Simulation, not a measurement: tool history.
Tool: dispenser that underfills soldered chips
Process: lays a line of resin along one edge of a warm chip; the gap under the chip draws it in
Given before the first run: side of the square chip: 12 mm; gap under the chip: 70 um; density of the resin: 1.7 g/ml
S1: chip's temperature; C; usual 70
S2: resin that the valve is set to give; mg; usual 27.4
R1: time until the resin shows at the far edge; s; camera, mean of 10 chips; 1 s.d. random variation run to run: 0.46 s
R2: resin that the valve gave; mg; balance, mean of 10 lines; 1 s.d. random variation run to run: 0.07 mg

run,day,S1,S2,R1,R2
1,0,70,27.4,47,26.88
# day 0.096: new syringe of resin
2,0.208,70,27.4,39.4,26.84
3,0.429,70,27.4,47.2,26.76
# day 0.533: new syringe of resin
4,0.671,70,27.7,39.6,27.11
# day 0.838: dispensing valve cleaned and set on the balance
5,0.967,70,27.7,49.8,27.57
# day 1.012: new syringe of resin
6,1.138,69,27.7,41.4,27.73
7,1.325,70,27.4,46.1,27.2
# day 1.454: new syringe of resin
8,1.512,70,27.4,38.5,27.21
9,1.742,70,24.5,46.3,24.24
# day 1.896: new syringe of resin
10,2.046,70,24.5,41.3,24.17
11,2.312,63,32.3,63.2,31.73
# day 2.338: new syringe of resin
12,2.583,71,24.9,42.8,24.52
# day 2.792: new syringe of resin
13,2.85,83,30.1,22.6,29.47
14,2.975,65,29.5,50,28.83
15,3.092,57,29.5,76.3,28.89
# day 3.238: new syringe of resin
16,3.238,82,26.1,22.4,25.45
17,3.521,82,26.1,28.8,25.48
# day 3.696: new syringe of resin
18,3.708,82,26.1,23.3,25.51
# day 3.904: dispensing valve cleaned and set on the balance
19,3.988,82,26.1,29.3,26.01
20,4.154,79,24.1,37.2,24.06

Consider 5 possible next runs. They are alternatives, not a sequence: every one starts from the tool as it was left by run 20. What does each give?
# day 4.188: new syringe of resin
A,4.308,57,28.2,?,?
# day 4.188: new syringe of resin
B,4.308,67,25.5,?,?
# day 4.188: new syringe of resin
C,4.308,66,28.1,?,?
# day 4.188: new syringe of resin
D,4.308,84,30.8,?,?
# day 4.188: new syringe of resin
E,4.308,57,24.1,?,?

run,R1,R2
A,68,28.05
B,45.9,25.54
C,45.7,28
D,24,30.71
E,69.6,24.02
What these runs would have given with no unlogged condition in the tool:
run,R1,R2
A,58.1,28.11
B,39.3,25.59
C,39.1,28.06
D,20.7,30.78
E,59.4,24.07
